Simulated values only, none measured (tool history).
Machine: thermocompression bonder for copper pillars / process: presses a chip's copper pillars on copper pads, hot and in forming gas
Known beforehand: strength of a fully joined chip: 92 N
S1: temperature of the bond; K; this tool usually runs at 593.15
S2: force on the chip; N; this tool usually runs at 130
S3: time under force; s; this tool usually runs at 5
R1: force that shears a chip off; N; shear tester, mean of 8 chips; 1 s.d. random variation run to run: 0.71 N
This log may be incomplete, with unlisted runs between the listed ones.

Run 1, hour 0.0: usual settings. Result: R1 47.1 N.
Run 2, hour 28.2: usual settings but S1 584.15 K. Result: R1 44.0 N.
Run 3, hour 52.8: usual settings but S1 584.15 K. Result: R1 44.4 N.
Run 4, hour 85.7: usual settings but S2 112 N. Result: R1 40.6 N.
Run 5, hour 110.3: usual settings but S2 112 N. Result: R1 40.9 N.
Run 6, hour 136.5: usual settings but S2 112 N. Result: R1 41.3 N.
Run 7, hour 155.5: usual settings. Result: R1 46.3 N.
Run 8, hour 198.3: usual settings. Result: R1 47.1 N.
Run 9, hour 228.9: usual settings. Result: R1 45.2 N.
Run 10, hour 252.4: usual settings but S1 611.15 K. Result: R1 53.4 N.
Run 11, hour 273.7: usual settings but S1 611.15 K. Result: R1 52.4 N.
Run 12, hour 303.3: usual settings but S1 611.15 K. Result: R1 52.1 N.
Run 13, hour 346.0: usual settings but S3 15 s. Result: R1 65.7 N.
Run 14, hour 369.8: usual settings. Result: R1 45.8 N.
Run 15, hour 410.1: usual settings. Result: R1 46.2 N.
Run 16, hour 432.4: usual settings. Result: R1 45.1 N.
Run 17, hour 478.0: usual settings. Result: R1 45.1 N.
Run 18, hour 500.0: usual settings. Result: R1 44.2 N.
Run 19, hour 527.9: usual settings. Result: R1 44.4 N.
Run 20, hour 556.3: usual settings. Result: R1 44.6 N.
Run 21, hour 599.9: usual settings but S1 582.15 K, S3 4 s. Result: R1 34.4 N.
Run 22, hour 642.9: usual settings but S1 582.15 K, S3 4 s. Result: R1 39.0 N.
Run 23, hour 669.5: usual settings but S1 609.15 K, S3 12 s. Result: R1 68.6 N.
Run 24, hour 702.2: usual settings but S2 100 N. Result: R1 36.7 N.
Run 25, hour 740.9: usual settings but S1 587.15 K, S2 132 N, S3 4 s. Result: R1 39.9 N.
Run 26, hour 771.7: usual settings but S1 605.15 K, S2 118 N, S3 7 s. Result: R1 52.8 N.
Run 27, hour 798.1: usual settings but S1 605.15 K, S2 118 N, S3 7 s. Result: R1 52.9 N.
Run 28, hour 821.6: usual settings but S1 596.15 K, S2 165 N, S3 9 s. Result: R1 65.7 N.
Run 29, hour 861.4: usual settings but S1 596.15 K, S2 165 N, S3 9 s. Result: R1 63.9 N.
Run 30, hour 902.2: usual settings but S1 588.15 K, S2 89 N. Result: R1 27.9 N.
Run 31, hour 931.6: usual settings but S1 604.15 K, S2 105 N, S3 3 s. Result: R1 33.8 N.
Run 32, hour 975.2: usual settings but S1 605.15 K, S2 106 N. Result: R1 42.3 N.
Run 33, hour 996.2: usual settings but S1 584.15 K, S2 82 N. Result: R1 26.1 N.
Run 34, hour 1025.2: usual settings but S1 609.15 K, S2 141 N, S3 12 s. Result: R1 68.8 N.
Run 35, hour 1063.4: usual settings but S2 190 N, S3 3 s. Result: R1 51.9 N.
Run 36, hour 1086.3: usual settings but S2 190 N, S3 3 s. Result: R1 50.8 N.
Run 37, hour 1112.8: usual settings but S2 190 N, S3 3 s. Result: R1 51.5 N.
Run 38, hour 1142.2: usual settings but S1 579.15 K, S2 128 N. Result: R1 37.5 N.
Run 39, hour 1167.8: usual settings but S2 124 N. Result: R1 40.9 N.

Withheld: 4 entries from between the runs. Position of each, and hidden state at the listed run before versus the listed run after:
Logged between run 12 and run 13: forming gas filter changed (hour 318.2)
  true temperature of the bond over the reading, C: -3.5 -> -3.8; force that reaches the chip, % of what is set: 96.3 -> 96.2; oxide that the forming gas leaves, % of the face: 6.13 -> 1.04
  measured minus no-state result, R1: -6.2 -> -3.7 N
Logged between run 21 and run 22: force cell calibrated (hour 629.7); forming gas filter changed (hour 642.9)
  true temperature of the bond over the reading, C: -5.7 -> -6.1; force that reaches the chip, % of what is set: 95.5 -> 99.5; oxide that the forming gas leaves, % of the face: 5.79 -> 0.52
  measured minus no-state result, R1: -6.2 -> -3.0 N
Logged between run 31 and run 32: forming gas filter changed (hour 967.4)
  true temperature of the bond over the reading, C: -8.3 -> -8.7; force that reaches the chip, % of what is set: 98.7 -> 98.5; oxide that the forming gas leaves, % of the face: 6 -> 0.82
  measured minus no-state result, R1: -5.7 -> -4.6 N

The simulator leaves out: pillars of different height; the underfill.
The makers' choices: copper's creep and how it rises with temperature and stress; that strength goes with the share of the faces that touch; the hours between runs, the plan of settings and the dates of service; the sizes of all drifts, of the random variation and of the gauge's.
